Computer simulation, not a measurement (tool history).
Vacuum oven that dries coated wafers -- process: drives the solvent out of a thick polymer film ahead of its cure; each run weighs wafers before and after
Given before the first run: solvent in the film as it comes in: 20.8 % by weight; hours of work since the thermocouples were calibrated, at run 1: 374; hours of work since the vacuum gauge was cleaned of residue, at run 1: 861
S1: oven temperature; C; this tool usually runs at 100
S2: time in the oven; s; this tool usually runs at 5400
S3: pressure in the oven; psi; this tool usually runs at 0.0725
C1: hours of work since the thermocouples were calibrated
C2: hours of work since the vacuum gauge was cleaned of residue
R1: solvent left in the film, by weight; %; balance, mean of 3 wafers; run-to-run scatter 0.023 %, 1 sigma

Run 1, day 0: usual settings; C1 374; C2 861. Result: R1 3.92 %.
Run 2, day 2.912: usual settings; C1 404; C2 890. Result: R1 3.92 %.
Run 3, day 5.417: usual settings; C1 429; C2 916. Result: R1 3.97 %.
Run 4, day 8.75: usual settings; C1 463; C2 950. Result: R1 3.95 %.
Run 5, day 12.317: usual settings but S2 6300 s; C1 500; C2 986. Result: R1 3.34 %.
Run 6, day 16.096: usual settings but S2 6300 s; C1 538; C2 1025. Result: R1 3.39 %.
At day 17.704: vacuum gauge cleaned of residue and calibrated.
Run 7, day 18.567: usual settings but S2 6300 s; C1 563; C2 9. Result: R1 3.82 %.
Run 8, day 22.367: usual settings; C1 602; C2 48. Result: R1 4.48 %.
Run 9, day 24.617: usual settings; C1 625; C2 71. Result: R1 4.5 %.
Run 10, day 28.704: usual settings but S2 5940 s, S3 0.1754 psi; C1 666; C2 112. Result: R1 5.23 %.
Run 11, day 32.412: usual settings but S1 90 C, S2 4380 s, S3 0.049 psi; C1 704; C2 150. Result: R1 8.02 %.
At day 33.929: vacuum gauge cleaned of residue and calibrated, once more.
Run 12, day 36.829: usual settings but S1 96 C, S2 3360 s, S3 0.049 psi; C1 749; C2 30. Result: R1 6.46 %.
Run 13, day 39.392: usual settings but S2 6540 s, S3 0.2299 psi; C1 775; C2 56. Result: R1 4.27 %.
Run 14, day 41.858: usual settings but S1 87 C, S2 6540 s, S3 0.0686 psi; C1 800; C2 81. Result: R1 5.24 %.
Run 15, day 45.929: usual settings but S1 87 C, S2 6540 s, S3 0.0686 psi; C1 841; C2 123. Result: R1 5.26 %.

Forecast each of these 3 alternatives for the next run:
Run A, day 49.429: usual settings but S1 94 C, S2 4560 s, S3 0.142 psi; C1 877; C2 158. Result: R1 ?.
Run B, day 49.429: usual settings but S1 103 C, S2 3120 s, S3 0.0695 psi; C1 877; C2 158. Result: R1 ?.
Run C, day 49.429: usual settings but S1 102 C, S2 2760 s; C1 877; C2 158. Result: R1 ?.

run    R1
  A  6.36
  B  5.51
  C  6.47
What these runs would have given with no unlogged condition in the tool:
run    R1
  A  6.55
  B   5.7
  C  6.67
